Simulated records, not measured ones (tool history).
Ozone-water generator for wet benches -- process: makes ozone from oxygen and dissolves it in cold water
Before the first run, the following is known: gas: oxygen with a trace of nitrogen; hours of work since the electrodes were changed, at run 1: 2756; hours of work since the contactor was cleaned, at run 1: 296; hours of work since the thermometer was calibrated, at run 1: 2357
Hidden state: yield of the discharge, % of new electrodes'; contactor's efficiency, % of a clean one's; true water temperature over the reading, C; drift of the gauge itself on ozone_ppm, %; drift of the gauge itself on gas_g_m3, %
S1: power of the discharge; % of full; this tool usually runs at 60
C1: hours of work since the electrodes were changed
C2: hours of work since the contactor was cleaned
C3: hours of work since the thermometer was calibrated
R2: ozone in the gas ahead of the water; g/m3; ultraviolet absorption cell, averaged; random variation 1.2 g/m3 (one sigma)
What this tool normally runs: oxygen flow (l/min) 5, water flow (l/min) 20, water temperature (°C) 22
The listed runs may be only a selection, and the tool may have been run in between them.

{"run": 1, "hour": 0.0, "S1": 60, "oxygen flow (l/min)": 5, "water flow (l/min)": 20, "water temperature (°C)": 22, "C1": 2756, "C2": 296, "C3": 2357, "dissolved ozone (ppm)": 24.7, "R2": 213.8}
{"run": 2, "hour": 73.5, "S1": 60, "oxygen flow (l/min)": 5, "water flow (l/min)": 20, "water temperature (°C)": 22, "C1": 2824, "C2": 364, "C3": 2425, "dissolved ozone (ppm)": 24.7, "R2": 214.3}
{"run": 3, "hour": 151.8, "S1": 60, "oxygen flow (l/min)": 3.11, "water flow (l/min)": 20, "water temperature (°C)": 22, "C1": 2897, "C2": 437, "C3": 2498, "dissolved ozone (ppm)": 22.3, "R2": 254.8}
{"run": 4, "hour": 231.2, "S1": 60, "oxygen flow (l/min)": 3.11, "water flow (l/min)": 20, "water temperature (°C)": 22, "C1": 2971, "C2": 511, "C3": 2572, "dissolved ozone (ppm)": 21.9, "R2": 254.8}
{"run": 5, "hour": 287.0, "S1": 60, "oxygen flow (l/min)": 3.11, "water flow (l/min)": 20, "water temperature (°C)": 22, "C1": 3023, "C2": 563, "C3": 2624, "dissolved ozone (ppm)": 22.2, "R2": 255.5}
{"run": 6, "hour": 352.5, "S1": 60, "oxygen flow (l/min)": 3.11, "water flow (l/min)": 20, "water temperature (°C)": 22, "C1": 3084, "C2": 624, "C3": 2685, "dissolved ozone (ppm)": 22.1, "R2": 252.9}
{"run": 7, "hour": 431.8, "S1": 60, "oxygen flow (l/min)": 5, "water flow (l/min)": 20, "water temperature (°C)": 22, "C1": 3158, "C2": 698, "C3": 2759, "dissolved ozone (ppm)": 24.5, "R2": 210.3}
{"run": 8, "hour": 483.9, "S1": 60, "oxygen flow (l/min)": 3.04, "water flow (l/min)": 20, "water temperature (°C)": 22, "C1": 3206, "C2": 746, "C3": 2807, "dissolved ozone (ppm)": 21.7, "R2": 252.1}
{"run": 9, "hour": 565.3, "S1": 50, "oxygen flow (l/min)": 7, "water flow (l/min)": 16, "water temperature (°C)": 14, "C1": 3282, "C2": 822, "C3": 2883, "dissolved ozone (ppm)": 28.6, "R2": 159.7}
{"run": 10, "hour": 633.2, "S1": 47, "oxygen flow (l/min)": 7, "water flow (l/min)": 16, "water temperature (°C)": 14, "C1": 3345, "C2": 885, "C3": 2946, "dissolved ozone (ppm)": 27.3, "R2": 149.8}
{"run": 11, "hour": 679.5, "S1": 47, "oxygen flow (l/min)": 5.77, "water flow (l/min)": 16, "water temperature (°C)": 14, "C1": 3388, "C2": 928, "C3": 2989, "dissolved ozone (ppm)": 27.1, "R2": 161.2}
{"run": 12, "hour": 749.8, "S1": 47, "oxygen flow (l/min)": 3.9, "water flow (l/min)": 16, "water temperature (°C)": 14, "C1": 3454, "C2": 994, "C3": 3055, "dissolved ozone (ppm)": 24.8, "R2": 187.2}
{"run": 13, "hour": 804.5, "S1": 47, "oxygen flow (l/min)": 3.9, "water flow (l/min)": 14, "water temperature (°C)": 14, "C1": 3505, "C2": 1045, "C3": 3106, "dissolved ozone (ppm)": 27.5, "R2": 187.8}
{"run": 14, "hour": 846.3, "S1": 47, "oxygen flow (l/min)": 3.9, "water flow (l/min)": 14, "water temperature (°C)": 14, "C1": 3543, "C2": 1084, "C3": 3145, "dissolved ozone (ppm)": 27.6, "R2": 184.4}
{"hour": 890.1, "done": "water thermometer calibrated"}
{"run": 15, "hour": 902.0, "S1": 47, "oxygen flow (l/min)": 3.9, "water flow (l/min)": 14, "water temperature (°C)": 14, "C1": 3595, "C2": 1135, "C3": 11, "dissolved ozone (ppm)": 27.5, "R2": 184.6}
{"run": 16, "hour": 981.9, "S1": 47, "oxygen flow (l/min)": 3.9, "water flow (l/min)": 14, "water temperature (°C)": 14, "C1": 3669, "C2": 1209, "C3": 85, "dissolved ozone (ppm)": 27.4, "R2": 186.6}

Forecast each of these 4 alternatives for the next run:
{"hour": 1005.6, "done": "gauge calibrated"}
{"run": "A", "hour": 1066.3, "S1": 89, "oxygen flow (l/min)": 5, "water flow (l/min)": 20, "water temperature (°C)": 22, "C1": 3748, "C2": 1288, "C3": 164, "dissolved ozone (ppm)": "?", "R2": "?"}
{"hour": 1005.6, "done": "gauge calibrated"}
{"run": "B", "hour": 1066.3, "S1": 47, "oxygen flow (l/min)": 3.57, "water flow (l/min)": 14, "water temperature (°C)": 30, "C1": 3748, "C2": 1288, "C3": 164, "dissolved ozone (ppm)": "?", "R2": "?"}
{"hour": 1005.6, "done": "gauge calibrated"}
{"run": "C", "hour": 1066.3, "S1": 60, "oxygen flow (l/min)": 2.92, "water flow (l/min)": 20, "water temperature (°C)": 22, "C1": 3748, "C2": 1288, "C3": 164, "dissolved ozone (ppm)": "?", "R2": "?"}
{"hour": 1005.6, "done": "gauge calibrated"}
{"run": "D", "hour": 1066.3, "S1": 47, "oxygen flow (l/min)": 7.95, "water flow (l/min)": 31, "water temperature (°C)": 27, "C1": 3748, "C2": 1288, "C3": 164, "dissolved ozone (ppm)": "?", "R2": "?"}

run=A dissolved_ozone_(ppm)=34.4 R2=302.1
run=B dissolved_ozone_(ppm)=21.1 R2=196.9
run=C dissolved_ozone_(ppm)=21.7 R2=262.9
run=D dissolved_ozone_(ppm)=14.2 R2=144.9
Without the tool's hidden state the same runs would have given:
run=A dissolved_ozone_(ppm)=34.5 R2=303.5
run=B dissolved_ozone_(ppm)=21.1 R2=197.5
run=C dissolved_ozone_(ppm)=21.8 R2=263.9
run=D dissolved_ozone_(ppm)=14.2 R2=145.3
